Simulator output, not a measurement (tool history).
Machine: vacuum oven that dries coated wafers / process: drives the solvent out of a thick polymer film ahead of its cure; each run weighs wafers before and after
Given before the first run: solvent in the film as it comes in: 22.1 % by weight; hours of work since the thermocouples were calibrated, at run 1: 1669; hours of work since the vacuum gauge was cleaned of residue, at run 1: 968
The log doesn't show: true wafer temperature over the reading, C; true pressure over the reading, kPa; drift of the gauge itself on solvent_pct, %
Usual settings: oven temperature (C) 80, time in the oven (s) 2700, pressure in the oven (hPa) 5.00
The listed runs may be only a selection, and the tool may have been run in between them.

| run | hour | oven temperature (C) | time in the oven (s) | pressure in the oven (hPa) | hours of work since the thermocouples were calibrated | hours of work since the vacuum gauge was cleaned of residue | solvent left in the film (%) |
|---|---|---|---|---|---|---|---|
| 1 | 0.0 | 80 | 2700 | 5.00 | 1669 | 968 | 0.57 |
|  | 54.7 | oven's thermocouples calibrated |
| 2 | 54.7 | 80 | 2700 | 5.00 | 0 | 992 | 1.12 |
| 3 | 115.3 | 80 | 2700 | 5.00 | 27 | 1019 | 1.03 |
| 4 | 170.6 | 80 | 2700 | 5.00 | 51 | 1043 | 1.08 |
| 5 | 227.1 | 80 | 2700 | 5.00 | 76 | 1068 | 1.07 |
| 6 | 278.8 | 80 | 2700 | 5.00 | 99 | 1091 | 1.01 |
| 7 | 306.1 | 80 | 2700 | 5.00 | 111 | 1103 | 1.05 |
| 8 | 336.7 | 80 | 2700 | 5.00 | 125 | 1117 | 1.10 |
| 9 | 363.7 | 80 | 2700 | 5.00 | 137 | 1128 | 1.04 |
| 10 | 392.6 | 80 | 2700 | 6.15 | 150 | 1141 | 1.09 |
| 11 | 448.4 | 68 | 2700 | 5.00 | 174 | 1166 | 4.51 |
| 12 | 503.8 | 68 | 2700 | 5.00 | 199 | 1191 | 4.49 |
| 13 | 562.2 | 68 | 2700 | 5.00 | 225 | 1216 | 4.47 |
| 14 | 601.8 | 68 | 2700 | 5.00 | 242 | 1234 | 4.45 |
| 15 | 660.4 | 68 | 2700 | 5.00 | 268 | 1260 | 4.40 |
| 16 | 720.7 | 80 | 2700 | 3.55 | 295 | 1287 | 0.95 |
| 17 | 771.5 | 80 | 2700 | 3.55 | 317 | 1309 | 0.92 |
| 18 | 813.1 | 80 | 2700 | 3.55 | 336 | 1328 | 0.91 |
| 19 | 872.6 | 80 | 2700 | 3.55 | 362 | 1354 | 0.86 |
| 20 | 937.9 | 80 | 1680 | 5.00 | 391 | 1383 | 2.58 |
| 21 | 965.3 | 80 | 1680 | 5.00 | 403 | 1395 | 2.57 |
| 22 | 1018.4 | 66 | 3840 | 3.26 | 427 | 1418 | 3.02 |
| 23 | 1060.3 | 80 | 3480 | 4.61 | 445 | 1437 | 0.48 |
| 24 | 1098.8 | 71 | 2700 | 4.01 | 462 | 1454 | 3.07 |
| 25 | 1142.0 | 71 | 2700 | 4.01 | 481 | 1473 | 3.09 |
| 26 | 1169.2 | 80 | 2580 | 10.66 | 493 | 1485 | 1.28 |
| 27 | 1228.6 | 84 | 3420 | 15.36 | 520 | 1511 | 0.66 |
| 28 | 1281.1 | 84 | 3420 | 15.36 | 543 | 1535 | 0.65 |
| 29 | 1337.7 | 92 | 3060 | 11.38 | 568 | 1560 | 0.34 |
| 30 | 1403.3 | 92 | 3060 | 11.38 | 597 | 1589 | 0.32 |
| 31 | 1437.3 | 92 | 3060 | 3.06 | 612 | 1604 | 0.09 |
| 32 | 1496.4 | 82 | 2700 | 2.79 | 638 | 1630 | 0.53 |
| 33 | 1546.6 | 81 | 4560 | 2.79 | 661 | 1652 | 0.22 |
| 34 | 1577.1 | 81 | 2760 | 3.13 | 674 | 1666 | 0.60 |
| 35 | 1622.2 | 81 | 2760 | 3.13 | 694 | 1686 | 0.65 |
| 36 | 1685.9 | 80 | 2700 | 13.94 | 722 | 1714 | 1.20 |
| 37 | 1714.3 | 80 | 2700 | 13.94 | 735 | 1727 | 1.16 |
| 38 | 1773.9 | 80 | 2700 | 13.94 | 761 | 1753 | 1.20 |

Alternative continuations, all from the tool just after run 38; predict every row:
| A | 1833.4 | 74 | 2700 | 12.63 | 788 | 1779 | ? |
| B | 1833.4 | 80 | 2100 | 5.00 | 788 | 1779 | ? |
| C | 1833.4 | 66 | 2700 | 7.43 | 788 | 1779 | ? |

| run | solvent left in the film (%) |
|---|---|
| A | 2.32 |
| B | 1.53 |
| C | 4.87 |
Without the tool's hidden state the same runs would have given:
| run | solvent left in the film (%) |
|---|---|
| A | 2.79 |
| B | 1.90 |
| C | 5.58 |

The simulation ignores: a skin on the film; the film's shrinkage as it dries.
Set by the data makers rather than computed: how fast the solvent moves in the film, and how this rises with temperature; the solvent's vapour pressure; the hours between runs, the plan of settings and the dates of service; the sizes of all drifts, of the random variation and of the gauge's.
